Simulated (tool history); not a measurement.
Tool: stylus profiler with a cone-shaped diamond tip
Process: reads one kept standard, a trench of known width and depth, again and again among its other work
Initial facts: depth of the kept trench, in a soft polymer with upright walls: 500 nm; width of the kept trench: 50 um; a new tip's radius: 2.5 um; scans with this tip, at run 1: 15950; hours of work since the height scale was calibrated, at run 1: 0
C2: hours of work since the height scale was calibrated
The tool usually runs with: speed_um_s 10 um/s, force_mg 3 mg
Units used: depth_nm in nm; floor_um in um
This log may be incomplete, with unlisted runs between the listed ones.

Run 1, hour 0: usual settings; scans with this tip 15950; C2 0. Result: depth_nm 505.95 nm, floor_um 46.96 um.
Run 2, hour 97: usual settings; scans with this tip 16590; C2 69. Result: depth_nm 506.3 nm, floor_um 46.94 um.
Run 3, hour 149.3: usual settings but force_mg 8.21 mg; scans with this tip 16935; C2 107. Result: depth_nm 511.79 nm, floor_um 46.93 um.
Run 4, hour 238.7: usual settings; scans with this tip 17524; C2 171. Result: depth_nm 506.04 nm, floor_um 46.96 um.
Run 5, hour 330.9: usual settings; scans with this tip 18133; C2 237. Result: depth_nm 505.65 nm, floor_um 46.97 um.
Run 6, hour 413.2: usual settings; scans with this tip 18676; C2 296. Result: depth_nm 506.01 nm, floor_um 46.89 um.
Run 7, hour 495.1: usual settings; scans with this tip 19216; C2 355. Result: depth_nm 505.99 nm, floor_um 46.99 um.
Run 8, hour 604.4: usual settings but speed_um_s 14 um/s; scans with this tip 19937; C2 433. Result: depth_nm 505.89 nm, floor_um 46.9 um.
Run 9, hour 668: usual settings but speed_um_s 14 um/s; scans with this tip 20357; C2 478. Result: depth_nm 505.94 nm, floor_um 46.88 um.
Run 10, hour 780.9: usual settings but speed_um_s 14 um/s; scans with this tip 21101; C2 559. Result: depth_nm 505.75 nm, floor_um 46.95 um.
Run 11, hour 866.3: usual settings but speed_um_s 14 um/s; scans with this tip 21665; C2 621. Result: depth_nm 505.9 nm, floor_um 46.95 um.
Run 12, hour 948.4: usual settings but force_mg 4.19 mg; scans with this tip 22207; C2 679. Result: depth_nm 507.35 nm, floor_um 46.97 um.
Run 13, hour 1007.9: usual settings but force_mg 4.19 mg; scans with this tip 22599; C2 722. Result: depth_nm 507.39 nm, floor_um 46.92 um.
Run 14, hour 1088.8: usual settings but force_mg 6.31 mg; scans with this tip 23133; C2 780. Result: depth_nm 509.77 nm, floor_um 46.95 um.
Run 15, hour 1146.8: usual settings but speed_um_s 15 um/s; scans with this tip 23515; C2 821. Result: depth_nm 506.15 nm, floor_um 46.87 um.
Run 16, hour 1204.4: usual settings but speed_um_s 15 um/s; scans with this tip 23895; C2 863. Result: depth_nm 506.04 nm, floor_um 46.91 um.
Run 17, hour 1323.2: usual settings; scans with this tip 24679; C2 948. Result: depth_nm 506.06 nm, floor_um 46.94 um.
Run 18, hour 1403.3: usual settings but speed_um_s 32 um/s, force_mg 1.57 mg; scans with this tip 25207; C2 1005. Result: depth_nm 503.95 nm, floor_um 46.84 um.
Run 19, hour 1525.4: usual settings but speed_um_s 5 um/s, force_mg 1.27 mg; scans with this tip 26013; C2 1093. Result: depth_nm 503.43 nm, floor_um 46.97 um.
Run 20, hour 1591.2: usual settings but speed_um_s 5 um/s, force_mg 1.27 mg; scans with this tip 26447; C2 1140. Result: depth_nm 503.5 nm, floor_um 46.94 um.
Run 21, hour 1699.1: usual settings but speed_um_s 5 um/s, force_mg 1.27 mg; scans with this tip 27159; C2 1217. Result: depth_nm 503.26 nm, floor_um 46.94 um.
Run 22, hour 1763.5: usual settings but speed_um_s 12 um/s, force_mg 7.95 mg; scans with this tip 27584; C2 1263. Result: depth_nm 511.46 nm, floor_um 46.93 um.
Run 23, hour 1873.5: usual settings but speed_um_s 20 um/s, force_mg 6.41 mg; scans with this tip 28309; C2 1342. Result: depth_nm 509.79 nm, floor_um 46.91 um.
Run 24, hour 1925.6: usual settings but speed_um_s 7 um/s, force_mg 5.45 mg; scans with this tip 28653; C2 1379. Result: depth_nm 508.78 nm, floor_um 46.93 um.
Run 25, hour 1987.6: usual settings but force_mg 2.14 mg; scans with this tip 29062; C2 1424. Result: depth_nm 504.78 nm, floor_um 46.87 um.
Run 26, hour 2081.3: usual settings but force_mg 2.14 mg; scans with this tip 29680; C2 1491. Result: depth_nm 504.51 nm, floor_um 46.98 um.
Run 27, hour 2181.8: usual settings but speed_um_s 6 um/s, force_mg 1.69 mg; scans with this tip 30343; C2 1563. Result: depth_nm 504.08 nm, floor_um 47.01 um.
Run 28, hour 2242.7: usual settings but speed_um_s 17 um/s, force_mg 5.64 mg; scans with this tip 30745; C2 1606. Result: depth_nm 508.91 nm, floor_um 46.95 um.
Run 29, hour 2299.2: usual settings but speed_um_s 33 um/s; scans with this tip 31118; C2 1647. Result: depth_nm 505.88 nm, floor_um 46.83 um.
Run 30, hour 2360.2: usual settings but speed_um_s 33 um/s; scans with this tip 31521; C2 1691. Result: depth_nm 505.95 nm, floor_um 46.85 um.
At hour 2411.1: height scale calibrated on a step standard.
Run 31, hour 2473.4: usual settings but speed_um_s 9 um/s, force_mg 6.21 mg; scans with this tip 32264; C2 45. Result: depth_nm 509.71 nm, floor_um 46.94 um.
Run 32, hour 2534.8: usual settings but speed_um_s 3 um/s, force_mg 6.34 mg; scans with this tip 32669; C2 89. Result: depth_nm 510 nm, floor_um 46.94 um.
Run 33, hour 2591.5: usual settings but speed_um_s 2 um/s, force_mg 7.44 mg; scans with this tip 33043; C2 129. Result: depth_nm 510.8 nm, floor_um 46.99 um.
Run 34, hour 2711.2: usual settings but speed_um_s 16 um/s, force_mg 2.05 mg; scans with this tip 33832; C2 215. Result: depth_nm 504.54 nm, floor_um 46.86 um.

Each row is a separate what-if for the run after 34, all from the same tool condition, not one after another. Results?
Run A, hour 2806: usual settings but speed_um_s 9 um/s, force_mg 1.46 mg; scans with this tip 34458; C2 283. Result: depth_nm ?, floor_um ?.
Run B, hour 2806: usual settings but speed_um_s 14 um/s, force_mg 2.05 mg; scans with this tip 34458; C2 283. Result: depth_nm ?, floor_um ?.
Run C, hour 2806: usual settings but speed_um_s 6 um/s, force_mg 1.01 mg; scans with this tip 34458; C2 283. Result: depth_nm ?, floor_um ?.
Run D, hour 2806: usual settings but speed_um_s 3 um/s, force_mg 2.49 mg; scans with this tip 34458; C2 283. Result: depth_nm ?, floor_um ?.

run  depth_nm  floor_um
  A    503.55     46.91
  B    504.58     46.91
  C    502.98      46.9
  D     505.2     46.92
With the hidden condition removed and each run's random variation left untouched, the same runs would have given:
run  depth_nm  floor_um
  A    503.55     46.93
  B    504.59     46.94
  C    502.99     46.92
  D    505.21     46.94
